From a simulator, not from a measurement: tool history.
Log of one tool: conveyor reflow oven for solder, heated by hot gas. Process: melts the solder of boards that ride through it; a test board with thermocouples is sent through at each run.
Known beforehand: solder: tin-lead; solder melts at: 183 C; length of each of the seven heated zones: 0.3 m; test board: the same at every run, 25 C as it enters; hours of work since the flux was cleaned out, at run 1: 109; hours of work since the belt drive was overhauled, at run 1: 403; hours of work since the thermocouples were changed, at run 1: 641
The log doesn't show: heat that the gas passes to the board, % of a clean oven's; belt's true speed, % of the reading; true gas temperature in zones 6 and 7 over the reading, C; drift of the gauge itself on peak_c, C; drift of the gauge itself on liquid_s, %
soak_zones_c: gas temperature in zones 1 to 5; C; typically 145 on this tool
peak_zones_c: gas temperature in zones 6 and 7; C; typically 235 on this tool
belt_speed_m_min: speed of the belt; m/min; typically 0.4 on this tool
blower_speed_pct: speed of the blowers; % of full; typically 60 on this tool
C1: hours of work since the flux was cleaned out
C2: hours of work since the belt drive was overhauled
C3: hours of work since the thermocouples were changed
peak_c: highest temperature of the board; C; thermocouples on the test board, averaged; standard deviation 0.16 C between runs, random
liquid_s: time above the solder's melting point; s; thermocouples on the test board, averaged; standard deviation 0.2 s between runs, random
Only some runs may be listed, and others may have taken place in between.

run 1 hour=0 | soak_zones_c=145 peak_zones_c=235 belt_speed_m_min=0.4 blower_speed_pct=60 | C1=109 C2=403 C3=641 | peak_c=213.4 liquid_s=65.2
run 2 hour=57.3 | soak_zones_c=145 peak_zones_c=235 belt_speed_m_min=0.4 blower_speed_pct=60 | C1=147 C2=441 C3=679 | peak_c=213.4 liquid_s=65
run 3 hour=126.8 | soak_zones_c=145 peak_zones_c=235 belt_speed_m_min=0.4 blower_speed_pct=60 | C1=193 C2=487 C3=725 | peak_c=213.4 liquid_s=64.7
run 4 hour=166.7 | soak_zones_c=145 peak_zones_c=235 belt_speed_m_min=0.4 blower_speed_pct=60 | C1=220 C2=514 C3=752 | peak_c=213.4 liquid_s=65
run 5 hour=200.6 | soak_zones_c=145 peak_zones_c=235 belt_speed_m_min=0.4 blower_speed_pct=60 | C1=242 C2=536 C3=774 | peak_c=213.3 liquid_s=64.6
run 6 hour=281.1 | soak_zones_c=145 peak_zones_c=235 belt_speed_m_min=0.326 blower_speed_pct=60 | C1=296 C2=590 C3=827 | peak_c=220.1 liquid_s=89.2
-- hour=304.8 flux residue cleaned out of gas plates and filters
-- hour=313.7 thermocouples of zones 6 and 7 changed
run 7 hour=350.2 | soak_zones_c=145 peak_zones_c=235 belt_speed_m_min=0.326 blower_speed_pct=60 | C1=29 C2=631 C3=24 | peak_c=220.3 liquid_s=89.2
run 8 hour=399.6 | soak_zones_c=145 peak_zones_c=235 belt_speed_m_min=0.326 blower_speed_pct=60 | C1=62 C2=664 C3=57 | peak_c=219.9 liquid_s=89.2
run 9 hour=476.6 | soak_zones_c=145 peak_zones_c=235 belt_speed_m_min=0.326 blower_speed_pct=60 | C1=113 C2=715 C3=108 | peak_c=219.7 liquid_s=89.2
run 10 hour=553.2 | soak_zones_c=145 peak_zones_c=235 belt_speed_m_min=0.326 blower_speed_pct=60 | C1=163 C2=766 C3=159 | peak_c=219.9 liquid_s=89.2
run 11 hour=613.5 | soak_zones_c=145 peak_zones_c=235 belt_speed_m_min=0.4 blower_speed_pct=60 | C1=203 C2=806 C3=199 | peak_c=213.6 liquid_s=65.1
run 12 hour=681 | soak_zones_c=145 peak_zones_c=235 belt_speed_m_min=0.4 blower_speed_pct=60 | C1=248 C2=850 C3=244 | peak_c=213.2 liquid_s=65.1
run 13 hour=717.5 | soak_zones_c=146 peak_zones_c=234 belt_speed_m_min=0.4 blower_speed_pct=60 | C1=272 C2=875 C3=268 | peak_c=212.6 liquid_s=65.2
-- hour=772.1 flux residue cleaned out of gas plates and filters
run 14 hour=785.1 | soak_zones_c=146 peak_zones_c=234 belt_speed_m_min=0.4 blower_speed_pct=60 | C1=9 C2=916 C3=309 | peak_c=212.9 liquid_s=64.8
run 15 hour=819.9 | soak_zones_c=138 peak_zones_c=235 belt_speed_m_min=0.385 blower_speed_pct=70 | C1=32 C2=939 C3=332 | peak_c=216.7 liquid_s=69.1
run 16 hour=862.8 | soak_zones_c=137 peak_zones_c=235 belt_speed_m_min=0.4 blower_speed_pct=52 | C1=60 C2=968 C3=361 | peak_c=207.6 liquid_s=53.4
run 17 hour=937.2 | soak_zones_c=146 peak_zones_c=236 belt_speed_m_min=0.339 blower_speed_pct=60 | C1=110 C2=1017 C3=410 | peak_c=219.8 liquid_s=85.9
-- hour=951.9 belt drive overhauled, speed set with a stopwatch
run 18 hour=994.3 | soak_zones_c=146 peak_zones_c=236 belt_speed_m_min=0.339 blower_speed_pct=60 | C1=145 C2=28 C3=445 | peak_c=220 liquid_s=86.4
run 19 hour=1027.4 | soak_zones_c=158 peak_zones_c=235 belt_speed_m_min=0.4 blower_speed_pct=60 | C1=167 C2=50 C3=467 | peak_c=216.4 liquid_s=75.1
run 20 hour=1068 | soak_zones_c=132 peak_zones_c=235 belt_speed_m_min=0.4 blower_speed_pct=89 | C1=194 C2=77 C3=494 | peak_c=220.2 liquid_s=67.6
run 21 hour=1112.9 | soak_zones_c=134 peak_zones_c=235 belt_speed_m_min=0.4 blower_speed_pct=60 | C1=223 C2=107 C3=524 | peak_c=210.6 liquid_s=57
run 22 hour=1151.9 | soak_zones_c=145 peak_zones_c=225 belt_speed_m_min=0.4 blower_speed_pct=60 | C1=249 C2=133 C3=550 | peak_c=205.3 liquid_s=55.6
run 23 hour=1205.7 | soak_zones_c=145 peak_zones_c=225 belt_speed_m_min=0.4 blower_speed_pct=60 | C1=285 C2=168 C3=586 | peak_c=205.7 liquid_s=55.4
-- hour=1241.2 flux residue cleaned out of gas plates and filters
run 24 hour=1258.9 | soak_zones_c=141 peak_zones_c=229 belt_speed_m_min=0.439 blower_speed_pct=82 | C1=12 C2=200 C3=618 | peak_c=211.9 liquid_s=57.2

What if the next run were any one of these 4? Each begins from the tool's condition after run 24:
run A hour=1321.6 | soak_zones_c=145 peak_zones_c=233 belt_speed_m_min=0.4 blower_speed_pct=60 | C1=53 C2=242 C3=659 | peak_c=? liquid_s=?
run B hour=1321.6 | soak_zones_c=141 peak_zones_c=223 belt_speed_m_min=0.345 blower_speed_pct=54 | C1=53 C2=242 C3=659 | peak_c=? liquid_s=?
run C hour=1321.6 | soak_zones_c=150 peak_zones_c=229 belt_speed_m_min=0.46 blower_speed_pct=82 | C1=53 C2=242 C3=659 | peak_c=? liquid_s=?
run D hour=1321.6 | soak_zones_c=130 peak_zones_c=235 belt_speed_m_min=0.4 blower_speed_pct=62 | C1=53 C2=242 C3=659 | peak_c=? liquid_s=?

run=A peak_c=211.8 liquid_s=63.4
run=B peak_c=205.5 liquid_s=63.2
run=C peak_c=212.3 liquid_s=58.5
run=D peak_c=211 liquid_s=55.8
Stripped of hidden state, with their random variation kept, the same runs would have yielded:
run=A peak_c=211.8 liquid_s=63.4
run=B peak_c=205.4 liquid_s=63.1
run=C peak_c=212.2 liquid_s=58.5
run=D peak_c=211 liquid_s=55.8
